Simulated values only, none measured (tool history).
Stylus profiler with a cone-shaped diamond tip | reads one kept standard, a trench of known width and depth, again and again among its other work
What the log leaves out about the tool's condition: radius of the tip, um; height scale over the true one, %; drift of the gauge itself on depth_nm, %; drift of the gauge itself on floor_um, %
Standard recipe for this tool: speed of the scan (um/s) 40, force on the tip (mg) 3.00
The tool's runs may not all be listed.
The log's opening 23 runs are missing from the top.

| run | hour | speed of the scan (um/s) | force on the tip (mg) | scans with this tip | hours of work since the height scale was calibrated | depth of the trench (nm) | width of the trench's floor (um) |
|---|---|---|---|---|---|---|---|
| 24 | 1332.5 | 31 | 1.94 | 8185 | 1141 | 101.78 | 97.51 |
| 25 | 1404.2 | 31 | 1.94 | 8595 | 1198 | 101.91 | 97.49 |
| 26 | 1452.5 | 56 | 1.94 | 8872 | 1237 | 101.90 | 97.37 |
| 27 | 1502.3 | 56 | 1.94 | 9158 | 1277 | 101.85 | 97.39 |
| 28 | 1579.4 | 56 | 1.94 | 9599 | 1338 | 102.00 | 97.35 |
| 29 | 1620.3 | 56 | 1.94 | 9834 | 1371 | 101.94 | 97.35 |
|  | 1628.5 | height scale calibrated on a step standard |
| 30 | 1692.7 | 56 | 1.94 | 10246 | 51 | 102.24 | 97.33 |
| 31 | 1768.7 | 41 | 1.70 | 10681 | 112 | 102.15 | 97.35 |
|  | 1828.4 | height scale calibrated on a step standard, once more |
| 32 | 1839.5 | 14 | 1.70 | 11084 | 9 | 101.45 | 97.44 |
| 33 | 1895.5 | 50 | 3.00 | 11405 | 54 | 102.01 | 97.33 |
| 34 | 1945.2 | 30 | 3.79 | 11690 | 93 | 102.30 | 97.37 |
| 35 | 2018.1 | 30 | 3.79 | 12107 | 152 | 102.17 | 97.45 |
| 36 | 2086.9 | 12 | 4.49 | 12502 | 207 | 102.49 | 97.33 |
| 37 | 2161.0 | 17 | 2.32 | 12926 | 266 | 101.88 | 97.36 |
| 38 | 2248.3 | 115 | 1.67 | 13427 | 335 | 101.48 | 97.06 |
| 39 | 2290.2 | 19 | 8.07 | 13667 | 369 | 103.85 | 97.34 |
| 40 | 2362.0 | 108 | 1.40 | 14078 | 426 | 101.34 | 96.93 |
| 41 | 2412.7 | 33 | 3.00 | 14369 | 467 | 102.11 | 97.22 |
| 42 | 2494.7 | 33 | 3.00 | 14838 | 532 | 102.15 | 97.24 |
| 43 | 2557.6 | 63 | 3.00 | 15199 | 583 | 102.09 | 97.12 |
| 44 | 2602.3 | 63 | 8.81 | 15455 | 618 | 104.20 | 97.14 |

What does the tool deliver on the next run?
| 45 | 2663.1 | 17 | 4.19 | 15804 | 667 | ? | ? |

depth of the trench (nm): 102.63
width of the trench's floor (um): 97.20
Had the tool carried no hidden state, the very same run would have given depth of the trench (nm) 102.33, width of the trench's floor (um) 97.97.
